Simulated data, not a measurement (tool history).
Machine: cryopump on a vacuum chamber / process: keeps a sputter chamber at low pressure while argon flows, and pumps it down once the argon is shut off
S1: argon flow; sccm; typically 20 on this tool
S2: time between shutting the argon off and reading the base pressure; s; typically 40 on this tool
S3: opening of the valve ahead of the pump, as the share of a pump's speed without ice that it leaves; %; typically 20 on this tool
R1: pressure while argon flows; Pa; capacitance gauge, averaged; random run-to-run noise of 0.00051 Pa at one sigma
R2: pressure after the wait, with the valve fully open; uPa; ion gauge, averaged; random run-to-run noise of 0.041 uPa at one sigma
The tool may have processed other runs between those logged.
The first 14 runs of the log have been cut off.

run	hour	S1	S2	S3	R1	R2
15	345.3	20	40	20	0.1234	2.78
16	374.9	24	40	20	0.1473	2.84
17	406.8	24	40	20	0.1487	2.90
18	425.7	24	40	20	0.1493	2.94
19	454.4	20	39	26	0.0956	2.94
20	484.2	20	39	26	0.0971	3.07
21	509.0	20	223	42	0.0608	1.20
22	536.8	20	26	25	0.1007	4.13
23	564.0	20	26	25	0.1011	4.18
24	581.9	20	271	25	0.1004	1.15
25	612.2	11	101	21	0.0657	1.73
26	646.1	14	128	30	0.0599	1.62
27	676.4	14	128	30	0.0605	1.58
28	709.5	20	28	48	0.0555	4.09
29	737.5	20	28	48	0.0557	4.23
30	752.6	20	28	48	0.0556	4.18
31	789.3	20	28	48	0.0565	4.16
32	820.3	20	28	48	0.0570	4.20
33	848.6	19	40	16	0.1512	3.27

Below are 4 alternative next runs, each starting from the tool's condition after run 33. Predict each:
A	877.3	15	40	36	?	?
B	877.3	18	40	39	?	?
C	877.3	24	40	19	?	?
D	877.3	29	34	16	?	?

run	R1	R2
A	0.0561	3.33
B	0.0618	3.26
C	0.1637	3.34
D	0.2309	3.71
With the hidden condition removed and each run's random variation left untouched, the same runs would have given:
run	R1	R2
A	0.0512	2.39
B	0.0559	2.36
C	0.1557	2.40
D	0.2212	2.78
